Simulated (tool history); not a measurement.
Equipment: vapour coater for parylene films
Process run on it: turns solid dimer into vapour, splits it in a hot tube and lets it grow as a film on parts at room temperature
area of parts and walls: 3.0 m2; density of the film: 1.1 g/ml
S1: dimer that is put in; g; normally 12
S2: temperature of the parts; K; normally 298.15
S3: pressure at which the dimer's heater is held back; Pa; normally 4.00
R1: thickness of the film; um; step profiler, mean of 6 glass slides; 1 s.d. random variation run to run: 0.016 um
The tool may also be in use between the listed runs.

Run 1, hour 0.0: usual settings. Result: R1 2.21 um.
Run 2, hour 11.9: usual settings but S3 10.44 Pa. Result: R1 2.16 um.
Run 3, hour 21.3: usual settings but S3 10.44 Pa. Result: R1 2.12 um.
Run 4, hour 29.6: usual settings but S3 10.44 Pa. Result: R1 2.12 um.
Run 5, hour 45.0: usual settings but S1 20 g. Result: R1 3.69 um.
Run 6, hour 57.4: usual settings but S1 20 g. Result: R1 3.70 um.
Run 7, hour 70.7: usual settings but S1 20 g. Result: R1 3.73 um.
Run 8, hour 86.4: usual settings but S1 20 g. Result: R1 3.72 um.
Run 9, hour 104.6: usual settings but S1 20 g. Result: R1 3.72 um.
Run 10, hour 112.7: usual settings but S3 3.02 Pa. Result: R1 2.24 um.
Run 11, hour 127.1: usual settings but S3 6.00 Pa. Result: R1 2.19 um.
At hour 134.1: trap's valve overhauled.
Run 12, hour 142.9: usual settings but S1 11 g, S3 4.34 Pa. Result: R1 2.00 um.
Run 13, hour 157.9: usual settings but S1 8 g, S2 294.15 K, S3 2.51 Pa. Result: R1 1.83 um.
Run 14, hour 174.2: usual settings but S1 8 g, S2 294.15 K, S3 2.51 Pa. Result: R1 1.81 um.
Run 15, hour 189.3: usual settings but S1 8 g, S2 294.15 K, S3 2.51 Pa. Result: R1 1.81 um.
Run 16, hour 202.4: usual settings but S1 7 g, S2 291.15 K, S3 8.54 Pa. Result: R1 1.73 um.
Run 17, hour 213.6: usual settings but S1 7 g, S2 291.15 K, S3 8.54 Pa. Result: R1 1.70 um.
Run 18, hour 223.3: usual settings but S1 7 g, S2 291.15 K, S3 8.54 Pa. Result: R1 1.73 um.
Run 19, hour 239.4: usual settings but S1 7 g, S2 291.15 K, S3 8.54 Pa. Result: R1 1.72 um.
Run 20, hour 248.3: usual settings but S1 7 g, S2 291.15 K, S3 8.54 Pa. Result: R1 1.72 um.
Run 21, hour 264.7: usual settings but S1 16 g, S2 295.15 K, S3 2.15 Pa. Result: R1 3.49 um.

Run 22 is up next; what results do you expect?
Run 22, hour 282.3: usual settings but S1 16 g, S3 3.22 Pa. Result: R1 ?.

Run 22 measured R1 3.00 um.
With the hidden condition absent and the run-to-run variation left alone, this run would have shown R1 3.00 um.

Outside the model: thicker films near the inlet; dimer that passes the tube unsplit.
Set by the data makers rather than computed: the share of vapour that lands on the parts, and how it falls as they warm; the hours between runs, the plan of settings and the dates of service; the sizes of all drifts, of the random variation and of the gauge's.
